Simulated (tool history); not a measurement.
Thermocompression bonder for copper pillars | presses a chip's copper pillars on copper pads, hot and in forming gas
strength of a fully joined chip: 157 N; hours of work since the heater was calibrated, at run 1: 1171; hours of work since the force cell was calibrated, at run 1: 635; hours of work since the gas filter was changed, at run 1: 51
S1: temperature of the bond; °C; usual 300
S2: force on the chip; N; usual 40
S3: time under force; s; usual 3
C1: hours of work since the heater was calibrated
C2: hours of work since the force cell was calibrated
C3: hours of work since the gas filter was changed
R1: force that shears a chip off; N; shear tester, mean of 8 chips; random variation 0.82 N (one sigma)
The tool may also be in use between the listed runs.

{"run": 1, "day": 0.0, "S1": 300, "S2": 40, "S3": 3, "C1": 1171, "C2": 635, "C3": 51, "R1": 69.3}
{"run": 2, "day": 0.9, "S1": 283, "S2": 40, "S3": 3, "C1": 1184, "C2": 648, "C3": 64, "R1": 58.2}
{"day": 1.842, "done": "heater calibrated with a thermocouple chip"}
{"run": 3, "day": 1.967, "S1": 283, "S2": 40, "S3": 3, "C1": 2, "C2": 662, "C3": 78, "R1": 52.9}
{"run": 4, "day": 2.783, "S1": 283, "S2": 40, "S3": 3, "C1": 14, "C2": 674, "C3": 90, "R1": 52.2}
{"run": 5, "day": 3.846, "S1": 283, "S2": 40, "S3": 3, "C1": 29, "C2": 689, "C3": 105, "R1": 51.0}
{"run": 6, "day": 4.867, "S1": 283, "S2": 40, "S3": 3, "C1": 44, "C2": 704, "C3": 120, "R1": 51.0}
{"run": 7, "day": 5.771, "S1": 300, "S2": 40, "S3": 3, "C1": 57, "C2": 717, "C3": 133, "R1": 59.5}
{"run": 8, "day": 6.321, "S1": 300, "S2": 40, "S3": 3, "C1": 65, "C2": 725, "C3": 141, "R1": 59.5}
{"run": 9, "day": 6.879, "S1": 300, "S2": 40, "S3": 3, "C1": 73, "C2": 733, "C3": 149, "R1": 61.1}
{"run": 10, "day": 7.575, "S1": 300, "S2": 40, "S3": 3, "C1": 83, "C2": 743, "C3": 159, "R1": 59.8}
{"run": 11, "day": 8.279, "S1": 300, "S2": 40, "S3": 3, "C1": 93, "C2": 753, "C3": 169, "R1": 58.7}
{"run": 12, "day": 9.104, "S1": 300, "S2": 40, "S3": 3, "C1": 105, "C2": 765, "C3": 181, "R1": 59.6}
{"day": 9.271, "done": "force cell calibrated"}
{"run": 13, "day": 9.792, "S1": 300, "S2": 40, "S3": 3, "C1": 114, "C2": 8, "C3": 190, "R1": 59.4}
{"run": 14, "day": 10.858, "S1": 300, "S2": 40, "S3": 3, "C1": 130, "C2": 23, "C3": 206, "R1": 58.8}
{"day": 11.771, "done": "force cell calibrated, once more"}
{"run": 15, "day": 11.796, "S1": 300, "S2": 40, "S3": 3, "C1": 142, "C2": 0, "C3": 218, "R1": 61.7}
{"run": 16, "day": 12.967, "S1": 300, "S2": 40, "S3": 3, "C1": 159, "C2": 17, "C3": 235, "R1": 61.1}
{"day": 13.642, "done": "forming gas filter changed"}
{"run": 17, "day": 14.171, "S1": 300, "S2": 40, "S3": 3, "C1": 176, "C2": 34, "C3": 8, "R1": 62.8}
{"run": 18, "day": 14.675, "S1": 300, "S2": 40, "S3": 3, "C1": 184, "C2": 42, "C3": 15, "R1": 64.8}
{"run": 19, "day": 15.221, "S1": 300, "S2": 40, "S3": 3, "C1": 191, "C2": 50, "C3": 23, "R1": 63.4}
{"run": 20, "day": 16.3, "S1": 300, "S2": 32, "S3": 3, "C1": 207, "C2": 65, "C3": 38, "R1": 54.7}
{"run": 21, "day": 16.871, "S1": 300, "S2": 40, "S3": 3, "C1": 215, "C2": 73, "C3": 47, "R1": 63.7}
{"run": 22, "day": 17.688, "S1": 313, "S2": 60, "S3": 3, "C1": 227, "C2": 85, "C3": 59, "R1": 91.4}
{"run": 23, "day": 18.225, "S1": 302, "S2": 41, "S3": 6, "C1": 235, "C2": 93, "C3": 66, "R1": 82.8}
{"run": 24, "day": 18.925, "S1": 303, "S2": 40, "S3": 4, "C1": 245, "C2": 103, "C3": 76, "R1": 75.4}
{"run": 25, "day": 19.542, "S1": 303, "S2": 40, "S3": 4, "C1": 254, "C2": 112, "C3": 85, "R1": 71.0}
{"run": 26, "day": 20.05, "S1": 292, "S2": 40, "S3": 4, "C1": 261, "C2": 119, "C3": 93, "R1": 65.8}
{"run": 27, "day": 20.979, "S1": 271, "S2": 43, "S3": 4, "C1": 275, "C2": 133, "C3": 106, "R1": 54.7}
{"run": 28, "day": 21.846, "S1": 271, "S2": 43, "S3": 4, "C1": 287, "C2": 145, "C3": 119, "R1": 55.8}
{"run": 29, "day": 22.362, "S1": 308, "S2": 32, "S3": 3, "C1": 295, "C2": 153, "C3": 126, "R1": 58.6}
{"run": 30, "day": 23.238, "S1": 299, "S2": 24, "S3": 3, "C1": 307, "C2": 166, "C3": 139, "R1": 42.5}
{"run": 31, "day": 23.846, "S1": 295, "S2": 37, "S3": 3, "C1": 316, "C2": 174, "C3": 148, "R1": 55.4}
{"run": 32, "day": 24.45, "S1": 295, "S2": 29, "S3": 6, "C1": 325, "C2": 183, "C3": 156, "R1": 63.5}
{"run": 33, "day": 25.308, "S1": 292, "S2": 26, "S3": 4, "C1": 337, "C2": 196, "C3": 169, "R1": 48.4}
{"run": 34, "day": 26.179, "S1": 275, "S2": 26, "S3": 2, "C1": 350, "C2": 208, "C3": 181, "R1": 28.8}
{"run": 35, "day": 26.9, "S1": 304, "S2": 27, "S3": 3, "C1": 360, "C2": 219, "C3": 192, "R1": 49.1}
{"run": 36, "day": 27.458, "S1": 304, "S2": 27, "S3": 3, "C1": 368, "C2": 227, "C3": 200, "R1": 47.8}
{"run": 37, "day": 28.55, "S1": 326, "S2": 40, "S3": 3, "C1": 384, "C2": 242, "C3": 216, "R1": 76.7}
{"run": 38, "day": 29.238, "S1": 278, "S2": 43, "S3": 3, "C1": 394, "C2": 252, "C3": 226, "R1": 50.3}
{"run": 39, "day": 29.904, "S1": 314, "S2": 29, "S3": 3, "C1": 404, "C2": 262, "C3": 235, "R1": 54.4}
{"day": 30.562, "done": "forming gas filter changed"}
{"run": 40, "day": 30.838, "S1": 314, "S2": 55, "S3": 3, "C1": 417, "C2": 275, "C3": 4, "R1": 89.2}
{"run": 41, "day": 31.796, "S1": 296, "S2": 55, "S3": 5, "C1": 431, "C2": 289, "C3": 18, "R1": 92.6}

Hidden state or all else? Some run-to-run changes of R1, split into what the settings, what came in and random variation would give without the hidden state, and what is left for the hidden state (with any gauge scatter that isn't in both results):
The hidden state here: true temperature of the bond over the reading, C; force that reaches the chip, % of what is set; oxide that the forming gas leaves, % of the face; drift of the gauge itself on shear_n, %.
Run 2 -> 3: heater calibrated with a thermocouple chip. R1 -5.3 N: hidden state -6.5, all else +1.2.
Run 16 -> 17: forming gas filter changed. R1 +1.7 N: hidden state +4.7, all else -3.0.
Run 21 -> 22: S1 300 -> 313, S2 40 -> 60. R1 +27.7 N: hidden state -0.8, all else +28.5.
Run 36 -> 37: S1 304 -> 326, S2 27 -> 40. R1 +28.9 N: hidden state -2.3, all else +31.2.
Run 39 -> 40: S2 29 -> 55, forming gas filter changed. R1 +34.8 N: hidden state +4.6, all else +30.2.
